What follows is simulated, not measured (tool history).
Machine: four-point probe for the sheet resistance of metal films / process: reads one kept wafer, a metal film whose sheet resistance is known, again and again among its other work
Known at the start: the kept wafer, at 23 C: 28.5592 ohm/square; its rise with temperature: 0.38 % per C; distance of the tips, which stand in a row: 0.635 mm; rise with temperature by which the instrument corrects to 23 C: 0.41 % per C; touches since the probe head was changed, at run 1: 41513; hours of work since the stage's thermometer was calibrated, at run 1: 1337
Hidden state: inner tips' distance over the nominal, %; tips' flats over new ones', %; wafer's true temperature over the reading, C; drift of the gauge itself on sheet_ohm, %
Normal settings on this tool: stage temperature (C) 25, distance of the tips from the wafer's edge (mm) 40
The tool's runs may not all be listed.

run,hour,stage temperature (C),distance of the tips from the wafer's edge (mm),touches since the probe head was changed,hours of work since the stage's thermometer was calibrated,sheet resistance as the instrument gives it (ohm/square)
1,0.0,25,40,41513,1337,28.692973
2,62.2,25,40,42260,1363,28.687976
# hour 139.6: stage's thermometer calibrated
3,158.1,25,40,43406,8,28.711804
4,223.0,25,40,44186,34,28.723904
5,272.5,33,40,44780,54,28.658319
6,325.0,28,40,45411,76,28.688372
7,403.2,25,11,46351,108,28.768522
8,487.7,25,11,47367,142,28.762126
9,531.6,25,11,47893,160,28.770758
10,609.8,25,8,48834,192,28.823613
11,669.5,25,8,49550,217,28.830590
# hour 673.9: stage's thermometer calibrated, once more
12,732.5,25,40,50302,24,28.677232
13,792.8,25,24,51025,49,28.674246
14,873.9,25,24,52000,82,28.675018
15,961.1,25,24,53047,117,28.681642
16,1021.5,25,24,53774,142,28.687445
17,1075.3,25,24,54419,164,28.685306
18,1139.8,22,40,55195,191,28.694743
19,1200.7,25,40,55927,215,28.679555
20,1266.8,25,4,56720,242,29.063704
21,1312.8,25,11,57273,261,28.740617
22,1363.9,25,11,57887,282,28.737369
23,1414.8,24,13,58498,303,28.739659
24,1473.6,21,14,59205,327,28.759380
25,1517.7,21,14,59735,345,28.748575
26,1601.7,26,9,60744,379,28.758166
27,1685.9,26,9,61755,414,28.765447
28,1745.7,33,7,62474,438,28.768139
29,1798.8,33,3,63112,460,29.321492
30,1881.7,23,70,64108,494,28.713750
31,1932.1,22,27,64713,514,28.730880
32,2019.9,25,31,65768,550,28.705462
33,2105.6,25,31,66798,585,28.703236
34,2155.3,25,31,67395,606,28.707239
35,2229.2,24,40,68283,636,28.715438
36,2309.0,24,40,69242,669,28.722139
37,2398.3,19,19,70315,705,28.770509
38,2482.5,18,3,71325,739,29.444407
39,2568.6,30,15,72360,775,28.711241
40,2637.0,25,10,73183,803,28.787538
41,2694.0,25,10,73867,826,28.797784
42,2775.9,33,63,74850,859,28.662763

Run 43 is up next; what results do you expect?
43,2862.1,33,63,75887,895,?

sheet resistance as the instrument gives it (ohm/square): 28.669833
Take away the tool's hidden state, keep the run-to-run variation as it was, and the same run would have given sheet resistance as the instrument gives it (ohm/square) 28.489054.

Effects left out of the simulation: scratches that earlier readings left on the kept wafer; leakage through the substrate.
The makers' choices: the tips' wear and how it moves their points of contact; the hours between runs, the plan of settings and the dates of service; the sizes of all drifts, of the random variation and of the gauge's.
